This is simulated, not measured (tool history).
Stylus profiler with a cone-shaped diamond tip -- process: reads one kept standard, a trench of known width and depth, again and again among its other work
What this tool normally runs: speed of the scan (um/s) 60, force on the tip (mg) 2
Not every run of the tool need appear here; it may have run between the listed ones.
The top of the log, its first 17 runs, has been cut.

run    hour  speed of the scan (um/s)  force on the tip (mg)  depth of the trench (Å)  width of the trench's floor (um)
 18   649.7                        60                   3.01                   2023.6                             17.86
      666.1  -- height scale calibrated on a step standard, once more
 19   685.5                        20                   2.45                   2025.1                             17.99
 20   740.4                        57                    1.1                   2015.8                             17.78
 21   777.5                        31                    2.6                   2024.6                             17.96
 22   823.1                       122                   2.89                   2025.9                             17.61
 23   857.5                       122                   2.89                   2025.6                              17.6
 24   911.9                       144                   2.72                   2025.6                             17.45
 25     961                       238                   0.69                   2008.6                             16.06
 26   991.6                       174                   3.68                   2029.3                              17.4
 27  1031.4                        46                   3.04                   2024.9                             17.85
 28  1063.5                        46                   3.04                     2026                             17.85
 29  1102.5                       220                      2                     2019                             16.98
 30  1146.3                       109                   2.57                   2022.5                              17.6
 31  1176.2                        64                   3.41                   2028.7                              17.8
 32  1208.8                        64                   3.41                   2028.6                              17.8
 33  1256.5                        64                   3.41                   2029.9                             17.77
 34  1307.2                        94                   1.99                   2019.1                             17.56
 35  1352.8                        94                   1.99                   2018.9                             17.49
 36    1395                        94                   1.99                     2018                             17.55

Consider 5 possible next runs. They are alternatives, not a sequence: every one starts from the tool as it was left by run 36. What does each give?
  A  1441.2                        20                    0.7                        ?                                 ?
  B  1441.2                        48                   0.69                        ?                                 ?
  C  1441.2                        90                      2                        ?                                 ?
  D  1441.2                        70                   1.65                        ?                                 ?
  E  1441.2                        70                   2.58                        ?                                 ?

run  depth of the trench (Å)  width of the trench's floor (um)
  A                   2007.3                             17.82
  B                   2005.4                             17.57
  C                   2018.6                             17.54
  D                   2016.1                             17.59
  E                   2023.1                             17.71
Had the tool no hidden state, the same runs would have come out as:
run  depth of the trench (Å)  width of the trench's floor (um)
  A                   2011.1                             18.08
  B                   2009.3                             17.83
  C                   2022.4                              17.8
  D                     2020                             17.85
  E                   2026.9                             17.98
